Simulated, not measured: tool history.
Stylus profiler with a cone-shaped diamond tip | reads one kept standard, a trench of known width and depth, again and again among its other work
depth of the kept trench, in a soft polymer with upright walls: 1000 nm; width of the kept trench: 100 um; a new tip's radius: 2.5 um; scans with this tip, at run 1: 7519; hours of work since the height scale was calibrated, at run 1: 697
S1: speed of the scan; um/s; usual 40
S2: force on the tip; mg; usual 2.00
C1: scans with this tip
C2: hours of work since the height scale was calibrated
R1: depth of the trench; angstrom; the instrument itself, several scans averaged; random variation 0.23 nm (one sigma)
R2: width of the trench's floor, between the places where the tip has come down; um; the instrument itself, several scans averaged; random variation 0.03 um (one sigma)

run 1 hour=0.0 | S1=40 S2=2.00 | C1=7519 C2=697 | R1=10094.2 R2=95.81
run 2 hour=31.6 | S1=40 S2=2.00 | C1=7752 C2=719 | R1=10093.0 R2=95.90
run 3 hour=103.5 | S1=40 S2=2.00 | C1=8282 C2=768 | R1=10087.8 R2=95.86
run 4 hour=142.4 | S1=24 S2=2.00 | C1=8569 C2=795 | R1=10093.3 R2=95.91
run 5 hour=193.1 | S1=40 S2=5.15 | C1=8943 C2=830 | R1=10176.6 R2=95.86
-- hour=218.7 height scale calibrated on a step standard
run 6 hour=227.8 | S1=79 S2=2.00 | C1=9195 C2=6 | R1=10089.5 R2=95.70
run 7 hour=276.2 | S1=79 S2=2.00 | C1=9553 C2=39 | R1=10092.8 R2=95.71
run 8 hour=338.6 | S1=79 S2=2.00 | C1=10013 C2=82 | R1=10090.0 R2=95.73
run 9 hour=412.2 | S1=79 S2=2.00 | C1=10556 C2=132 | R1=10087.9 R2=95.71
run 10 hour=464.3 | S1=10 S2=2.00 | C1=10940 C2=168 | R1=10089.7 R2=95.94
run 11 hour=513.9 | S1=10 S2=2.00 | C1=11306 C2=202 | R1=10091.6 R2=95.96
run 12 hour=551.5 | S1=10 S2=2.00 | C1=11583 C2=228 | R1=10090.8 R2=95.94
run 13 hour=610.3 | S1=10 S2=1.31 | C1=12017 C2=268 | R1=10067.0 R2=95.96
run 14 hour=648.5 | S1=25 S2=0.69 | C1=12299 C2=294 | R1=10044.4 R2=95.90
run 15 hour=695.9 | S1=25 S2=0.69 | C1=12648 C2=327 | R1=10043.7 R2=95.84
run 16 hour=735.5 | S1=42 S2=4.94 | C1=12941 C2=354 | R1=10164.7 R2=95.93
run 17 hour=778.2 | S1=42 S2=4.94 | C1=13255 C2=383 | R1=10167.1 R2=95.90
run 18 hour=816.8 | S1=42 S2=4.94 | C1=13541 C2=409 | R1=10167.7 R2=95.95
run 19 hour=860.8 | S1=150 S2=1.35 | C1=13865 C2=439 | R1=10070.6 R2=95.40
run 20 hour=922.2 | S1=51 S2=0.76 | C1=14318 C2=481 | R1=10048.6 R2=95.67
run 21 hour=971.4 | S1=51 S2=0.76 | C1=14681 C2=515 | R1=10049.8 R2=95.73
run 22 hour=1011.5 | S1=51 S2=0.76 | C1=14976 C2=542 | R1=10046.5 R2=95.77
run 23 hour=1050.2 | S1=11 S2=1.43 | C1=15262 C2=569 | R1=10070.6 R2=95.95
run 24 hour=1119.0 | S1=11 S2=1.43 | C1=15770 C2=616 | R1=10072.0 R2=95.89
run 25 hour=1174.9 | S1=11 S2=1.43 | C1=16182 C2=654 | R1=10073.9 R2=95.93
run 26 hour=1211.7 | S1=90 S2=2.00 | C1=16453 C2=679 | R1=10093.2 R2=95.69

4 ways to go on from here, each from the tool as it stands after run 26. What would each give?
run A hour=1283.8 | S1=90 S2=0.85 | C1=16985 C2=729 | R1=? R2=?
run B hour=1283.8 | S1=119 S2=0.85 | C1=16985 C2=729 | R1=? R2=?
run C hour=1283.8 | S1=78 S2=2.00 | C1=16985 C2=729 | R1=? R2=?
run D hour=1283.8 | S1=90 S2=4.35 | C1=16985 C2=729 | R1=? R2=?

run=A R1=10051.6 R2=95.54
run=B R1=10053.8 R2=95.39
run=C R1=10094.1 R2=95.72
run=D R1=10151.4 R2=95.79
Without the tool's hidden state the same runs would have given:
run=A R1=10051.3 R2=95.56
run=B R1=10053.5 R2=95.40
run=C R1=10093.8 R2=95.73
run=D R1=10151.1 R2=95.81
